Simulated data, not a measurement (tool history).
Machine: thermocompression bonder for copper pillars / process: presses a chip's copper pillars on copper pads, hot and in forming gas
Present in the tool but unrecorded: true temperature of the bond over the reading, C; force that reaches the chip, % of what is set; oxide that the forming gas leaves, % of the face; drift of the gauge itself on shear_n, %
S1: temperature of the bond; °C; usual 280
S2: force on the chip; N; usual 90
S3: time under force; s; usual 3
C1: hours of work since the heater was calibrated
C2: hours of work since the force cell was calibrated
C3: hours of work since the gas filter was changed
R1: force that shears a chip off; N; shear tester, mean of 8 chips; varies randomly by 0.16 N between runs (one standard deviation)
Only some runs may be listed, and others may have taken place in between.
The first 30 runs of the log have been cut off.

run 31 hour=1060.5 | S1=259 S2=104 S3=5 | C1=667 C2=876 C3=186 | R1=50.2
run 32 hour=1102.6 | S1=259 S2=104 S3=5 | C1=690 C2=900 C3=209 | R1=49.9
run 33 hour=1138.4 | S1=280 S2=74 S3=3 | C1=710 C2=919 C3=229 | R1=40.4
run 34 hour=1172.3 | S1=280 S2=74 S3=3 | C1=729 C2=938 C3=248 | R1=40.7
run 35 hour=1196.9 | S1=280 S2=63 S3=2 | C1=742 C2=952 C3=262 | R1=29.2
run 36 hour=1227.4 | S1=279 S2=120 S3=8 | C1=759 C2=969 C3=279 | R1=76.6
run 37 hour=1271.1 | S1=285 S2=93 S3=6 | C1=784 C2=993 C3=303 | R1=64.1
run 38 hour=1308.9 | S1=264 S2=90 S3=3 | C1=805 C2=1014 C3=324 | R1=38.6
run 39 hour=1354.7 | S1=304 S2=65 S3=7 | C1=830 C2=1039 C3=349 | R1=62.3

What if the next run were any one of these 5? Each begins from the tool's condition after run 39:
run A hour=1395.9 | S1=300 S2=90 S3=3 | C1=853 C2=1062 C3=372 | R1=?
run B hour=1395.9 | S1=274 S2=83 S3=5 | C1=853 C2=1062 C3=372 | R1=?
run C hour=1395.9 | S1=265 S2=81 S3=6 | C1=853 C2=1062 C3=372 | R1=?
run D hour=1395.9 | S1=280 S2=90 S3=5 | C1=853 C2=1062 C3=372 | R1=?
run E hour=1395.9 | S1=304 S2=65 S3=7 | C1=853 C2=1062 C3=372 | R1=?

run=A R1=57.9
run=B R1=49.3
run=C R1=46.7
run=D R1=55.8
run=E R1=62.1
With no hidden state in the tool, these same runs would have given:
run=A R1=59.1
run=B R1=49.9
run=C R1=47.2
run=D R1=56.7
run=E R1=63.5

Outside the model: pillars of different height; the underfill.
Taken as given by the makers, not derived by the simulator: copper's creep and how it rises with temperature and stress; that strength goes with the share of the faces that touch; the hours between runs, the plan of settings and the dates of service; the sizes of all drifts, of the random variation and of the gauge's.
